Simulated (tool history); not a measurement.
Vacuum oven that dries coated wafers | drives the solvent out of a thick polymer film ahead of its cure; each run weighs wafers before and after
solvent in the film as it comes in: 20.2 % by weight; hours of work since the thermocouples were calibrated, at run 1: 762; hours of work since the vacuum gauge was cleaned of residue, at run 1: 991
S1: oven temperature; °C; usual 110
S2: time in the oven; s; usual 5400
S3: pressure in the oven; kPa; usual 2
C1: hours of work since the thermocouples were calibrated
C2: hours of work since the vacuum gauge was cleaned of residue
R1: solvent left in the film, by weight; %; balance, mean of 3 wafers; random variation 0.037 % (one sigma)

run    hour   S1    S2    S3    C1    C2     R1
  1       0  110  5400     2   762   991   2.55
  2      34  110  5400     2   784  1013   2.57
  3    75.1  110  5160     2   811  1040   2.71
  4   107.2  110  3780     2   832  1061   4.11
  5   124.7  110  5400     2   844  1073   2.59
  6   150.1  110  5400     2   860  1090   2.67
  7   167.3  110  5400   1.3   872  1101   2.25
  8     197  110  3900     2   891  1121    3.9
  9   235.3  110  3900     2   917  1146   3.88
 10     259  110  3900  1.57   932  1161   3.68
 11   299.9  110  3900  1.57   959  1188    3.8
      332.8  -- vacuum gauge cleaned of residue and calibrated
 12   342.1  110  3900  1.57   986     6   3.84
 13   370.7  110  3900  1.57  1005    25   3.84
 14   393.6  110  3900  1.57  1020    40   3.88
 15   410.6  110  3900  1.93  1031    51   4.07
 16   444.6  110  3900  1.93  1053    74   3.98
 17   481.9  110  3900  1.93  1078    98   4.02
 18   513.5  110  3900  1.93  1099   119      4
 19     548  110  3900  1.93  1122   142   4.16
 20   568.1  110  5400     2  1135   155   2.72
      584.1  -- vacuum gauge cleaned of residue and calibrated, once more
 21   595.9  110  5400     2  1152     8   2.41
 22   635.7  110  5400     2  1178    34   2.53
 23   669.2  110  5400     2  1200    56   2.44
 24   687.7  110  5400     2  1212    68   2.49
 25   728.7  110  5400     2  1240    95   2.43
 26   758.1  110  2940  5.73  1259   115   6.79
 27   778.8  110  2940  5.73  1273   128   6.82
 28   804.5  117  5400  1.39  1289   145   1.37
 29   823.5  117  5400  1.39  1302   158   1.35
 30   847.5  123  5940  4.64  1318   173   1.86
 31   889.1  123  5940  4.64  1345   201   1.84
 32   918.4  123  5940  4.64  1364   220   1.77
 33   937.9  109  8340  1.28  1377   233   1.24
 34   970.6  106  5400     2  1399   255    3.3
 35  1006.2  106  5040  3.52  1422   278   4.45
     1016.7  -- oven's thermocouples calibrated
 36  1034.9  106  5040  3.52    12   296   4.09
 37  1072.5  106  3120  7.71    37   320   8.31
 38  1108.1  100  3120  7.71    60   344  10.05
 39  1135.3  117  3120  6.02    78   362   4.53
 40  1162.4  117  3120  6.02    96   379    4.7
 41  1188.1  117  3120  6.02   113   396   4.64
 42    1226  117  3120  6.02   138   421    4.7
 43  1248.1  117  3120  6.02   152   436   4.67
 44  1268.8  109  3120  1.27   166   450   4.72
 45  1287.5  110  3180     2   178   462   4.71
 46  1316.2  113  4620  5.91   197   481   4.13
 47    1352  110  5280  2.09   221   504   2.47

Some steps in R1 between neighbouring runs. How much of each would the tool show without its hidden state too (settings, what came in, random variation), and how much is left for the hidden state, with any gauge scatter that isn't in both results?
The hidden state here: true wafer temperature over the reading, C; true pressure over the reading, kPa; drift of the gauge itself on solvent_pct, %.
Run 20 -> 21: vacuum gauge cleaned of residue and calibrated, once more. R1 -0.31 %: hidden state -0.32, all else +0.01.
Run 25 -> 26: S2 5400 -> 2940, S3 2 -> 5.73. R1 +4.36 %: hidden state +0.15, all else +4.21.
Run 27 -> 28: S1 110 -> 117, S2 2940 -> 5400, S3 5.73 -> 1.39. R1 -5.45 %: hidden state -0.25, all else -5.2.
Run 35 -> 36: oven's thermocouples calibrated. R1 -0.36 %: hidden state -0.32, all else -0.04.
Run 38 -> 39: S1 100 -> 117, S3 7.71 -> 6.02. R1 -5.52 %: hidden state -0.04, all else -5.48.

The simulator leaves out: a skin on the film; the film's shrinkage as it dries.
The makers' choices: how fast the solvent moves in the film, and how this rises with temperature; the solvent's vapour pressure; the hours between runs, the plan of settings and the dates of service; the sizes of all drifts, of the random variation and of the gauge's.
